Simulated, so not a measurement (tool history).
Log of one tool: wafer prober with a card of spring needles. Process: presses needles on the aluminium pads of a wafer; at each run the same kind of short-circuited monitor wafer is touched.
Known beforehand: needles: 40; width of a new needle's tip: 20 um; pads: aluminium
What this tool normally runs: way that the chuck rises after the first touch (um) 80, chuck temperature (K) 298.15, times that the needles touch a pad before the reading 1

run     day  way that the chuck rises after the first touch (um)  chuck temperature (K)  times that the needles touch a pad before the reading  resistance of one needle with its contact and lead (mohm)  way that a needle slides on the pad (um)
  1       0                                                   80                 298.15                                                      1                                                        131                                     20.87
      0.171  -- tips cleaned on abrasive film
  2   1.083                                                   80                 298.15                                                      1                                                        130                                     20.73
       1.15  -- tips cleaned on abrasive film
  3   2.004                                                   80                 298.15                                                      1                                                        132                                     20.82
      2.108  -- tips cleaned on abrasive film
  4   2.875                                                   80                 298.15                                                      2                                                        127                                     20.81
      3.079  -- tips cleaned on abrasive film
      4.058  -- tips cleaned on abrasive film
  5   4.058                                                   80                 298.15                                                      2                                                        121                                     20.73
  6   4.871                                                   80                 298.15                                                      3                                                        122                                      20.7
      5.088  -- tips cleaned on abrasive film
      6.096  -- tips cleaned on abrasive film
  7   6.096                                                   80                 298.15                                                      3                                                        118                                     20.75
      7.108  -- tips cleaned on abrasive film
  8   7.242                                                   80                 298.15                                                      1                                                        120                                     20.72
      8.071  -- tips cleaned on abrasive film
  9   8.096                                                   80                 394.15                                                      1                                                        135                                     20.66
      9.092  -- tips cleaned on abrasive film
 10   9.471                                                   72                 298.15                                                      1                                                        127                                     18.37
     10.071  -- tips cleaned on abrasive film
 11  10.617                                                   72                 298.15                                                      1                                                        135                                     18.39

What will run 12 give?
     11.033  -- tips cleaned on abrasive film
     12.029  -- tips cleaned on abrasive film
 12  12.033                                                   80                 345.15                                                      1                                                          ?                                         ?

{"run 12": {"resistance of one needle with its contact and lead (mohm)": 129, "way that a needle slides on the pad (um)": 20.47}}
Without the tool's hidden state the same run would have given resistance of one needle with its contact and lead (mohm) 127, way that a needle slides on the pad (um) 21.14.
